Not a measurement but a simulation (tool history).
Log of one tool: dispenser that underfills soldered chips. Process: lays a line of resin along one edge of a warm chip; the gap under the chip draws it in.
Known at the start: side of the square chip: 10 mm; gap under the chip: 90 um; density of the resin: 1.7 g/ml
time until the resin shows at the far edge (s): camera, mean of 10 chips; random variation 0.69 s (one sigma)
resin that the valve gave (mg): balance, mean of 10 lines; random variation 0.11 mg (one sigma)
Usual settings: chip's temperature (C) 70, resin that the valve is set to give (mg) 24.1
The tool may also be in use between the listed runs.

run	hour	chip's temperature (C)	resin that the valve is set to give (mg)	time until the resin shows at the far edge (s)	resin that the valve gave (mg)
1	0	70	24.1	75.7	23.53
# hour 4.3: new syringe of resin
2	4.3	70	24.1	63.9	23.21
3	7.6	70	24.1	73.6	23.38
4	12	70	20.5	97.8	19.85
# hour 12.6: new syringe of resin
5	15.6	70	20.5	78.4	19.75
6	20	70	20.5	98	19.64
# hour 20.9: new syringe of resin
7	23.7	70	20.5	75.5	19.85
8	26.2	70	20.5	87.9	19.81
# hour 29.1: new syringe of resin
9	31.1	70	20.5	74.2	19.57
10	34.1	70	20.8	85.7	19.69
11	36.6	70	24.1	95.1	23.18
# hour 37.4: new syringe of resin
12	41	70	24.1	77.3	23.2
13	44.2	70	24.1	89.8	22.94
# hour 45.5: new syringe of resin
14	47.1	70	24.1	69.9	22.96
15	50.6	70	24.1	83.4	22.81
# hour 53.7: new syringe of resin
16	55	70	24.1	70.9	22.93
17	58.5	70	24.1	83.2	22.7
18	60.6	70	24.1	93.9	22.85
# hour 61.9: new syringe of resin
19	64.3	85	26.2	35.5	24.6
20	68.2	85	26.2	44.1	24.93
# hour 70.2: new syringe of resin
21	70.4	57	21.7	129.6	20.43
22	73.1	57	21.7	150.1	20.34
23	75.2	64	21.7	114.4	20.43
24	77.9	75	24.7	76.5	22.94
# hour 78.6: new syringe of resin
25	80.5	77	30.5	49.9	28.52
26	83	64	30.5	107	28.57
# hour 86.9: new syringe of resin
27	87.1	64	30.5	85.3	28.39
28	90.6	70	22.2	79.1	20.59
29	93.6	70	22.2	92.9	20.67
# hour 95.2: new syringe of resin
30	96.2	70	22	68.5	20.22
31	99.2	70	22	80.5	20.31
32	102.7	70	22	95.6	20.51
# hour 103.5: new syringe of resin
33	106.8	66	22.4	94.9	20.65
34	110.2	63	26	128.9	23.82
# hour 111.6: new syringe of resin
35	113.2	63	24.8	98.9	22.68

The same runs without the tool's hidden state, with the same run-to-run variation:
The hidden state here: resin's viscosity, % of fresh resin's; dose that the valve gives, % of what is set; true chip temperature over the reading, C; drift of the gauge itself on fill_s, %; drift of the gauge itself on given_mg, %.
run	time until the resin shows at the far edge (s)	resin that the valve gave (mg)
1	60.9	24.09
2	63.5	23.83
3	61.3	24.05
4	64.5	20.47
5	64.8	20.4
6	64.1	20.35
7	63.4	20.61
8	64.5	20.58
9	64.7	20.39
10	63.9	20.56
11	62.5	24.23
12	63.3	24.31
13	61.9	24.08
14	62.5	24.14
15	61.8	24.04
16	63.2	24.22
17	61.6	24.03
18	62.4	24.22
19	30.7	26.13
20	31.1	26.54
21	123.5	21.77
22	124	21.72
23	84.9	21.83
24	49.3	24.57
25	43.2	30.58
26	81.2	30.67
27	82.4	30.55
28	62.5	22.2
29	62.6	22.33
30	62.5	21.88
31	62.8	22
32	61.9	22.27
33	76.3	22.47
34	87.7	25.98
35	88.1	24.77

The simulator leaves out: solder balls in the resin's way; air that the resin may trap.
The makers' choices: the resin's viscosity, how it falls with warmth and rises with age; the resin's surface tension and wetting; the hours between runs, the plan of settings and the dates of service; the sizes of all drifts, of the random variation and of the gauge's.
